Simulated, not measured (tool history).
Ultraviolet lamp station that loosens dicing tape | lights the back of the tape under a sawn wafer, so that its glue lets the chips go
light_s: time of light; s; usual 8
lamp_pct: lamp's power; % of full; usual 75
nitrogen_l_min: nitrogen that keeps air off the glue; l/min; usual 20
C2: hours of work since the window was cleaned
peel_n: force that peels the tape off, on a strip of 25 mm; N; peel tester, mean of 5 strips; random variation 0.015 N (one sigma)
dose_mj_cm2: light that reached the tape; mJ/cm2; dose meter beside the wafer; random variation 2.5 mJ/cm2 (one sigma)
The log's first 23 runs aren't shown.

run 24 hour=201.2 | light_s=14 lamp_pct=86 nitrogen_l_min=15 | hours_of_work_of_the_lamp=362 C2=560 | peel_n=0.244 dose_mj_cm2=530
run 25 hour=209.9 | light_s=8 lamp_pct=86 nitrogen_l_min=20 | hours_of_work_of_the_lamp=367 C2=566 | peel_n=0.705 dose_mj_cm2=306
run 26 hour=219.6 | light_s=8 lamp_pct=99 nitrogen_l_min=20 | hours_of_work_of_the_lamp=373 C2=571 | peel_n=0.552 dose_mj_cm2=349
run 27 hour=226.4 | light_s=8 lamp_pct=99 nitrogen_l_min=20 | hours_of_work_of_the_lamp=377 C2=575 | peel_n=0.533 dose_mj_cm2=350
-- hour=227.6 window cleaned of glue's vapour
run 28 hour=237.2 | light_s=8 lamp_pct=75 nitrogen_l_min=23 | hours_of_work_of_the_lamp=383 C2=6 | peel_n=0.749 dose_mj_cm2=280
run 29 hour=243.5 | light_s=8 lamp_pct=66 nitrogen_l_min=23 | hours_of_work_of_the_lamp=386 C2=9 | peel_n=0.948 dose_mj_cm2=248
run 30 hour=249.4 | light_s=8 lamp_pct=66 nitrogen_l_min=23 | hours_of_work_of_the_lamp=390 C2=13 | peel_n=0.962 dose_mj_cm2=246
run 31 hour=258.0 | light_s=5 lamp_pct=75 nitrogen_l_min=8 | hours_of_work_of_the_lamp=395 C2=18 | peel_n=2.375 dose_mj_cm2=176
run 32 hour=265.3 | light_s=5 lamp_pct=75 nitrogen_l_min=8 | hours_of_work_of_the_lamp=399 C2=22 | peel_n=2.430 dose_mj_cm2=174

5 ways to go on from here, each from the tool as it stands after run 32. What would each give?
run A hour=270.3 | light_s=11 lamp_pct=75 nitrogen_l_min=24 | hours_of_work_of_the_lamp=402 C2=25 | peel_n=? dose_mj_cm2=?
run B hour=270.3 | light_s=15 lamp_pct=92 nitrogen_l_min=40 | hours_of_work_of_the_lamp=402 C2=25 | peel_n=? dose_mj_cm2=?
run C hour=270.3 | light_s=13 lamp_pct=61 nitrogen_l_min=22 | hours_of_work_of_the_lamp=402 C2=25 | peel_n=? dose_mj_cm2=?
run D hour=270.3 | light_s=5 lamp_pct=70 nitrogen_l_min=12 | hours_of_work_of_the_lamp=402 C2=25 | peel_n=? dose_mj_cm2=?
run E hour=270.3 | light_s=5 lamp_pct=68 nitrogen_l_min=9 | hours_of_work_of_the_lamp=402 C2=25 | peel_n=? dose_mj_cm2=?

run=A peel_n=0.381 dose_mj_cm2=384
run=B peel_n=0.084 dose_mj_cm2=637
run=C peel_n=0.444 dose_mj_cm2=366
run=D peel_n=2.293 dose_mj_cm2=162
run=E peel_n=2.530 dose_mj_cm2=157
Without the tool's hidden state the same runs would have given:
run=A peel_n=0.315 dose_mj_cm2=416
run=B peel_n=0.075 dose_mj_cm2=690
run=C peel_n=0.369 dose_mj_cm2=397
run=D peel_n=2.125 dose_mj_cm2=176
run=E peel_n=2.366 dose_mj_cm2=170
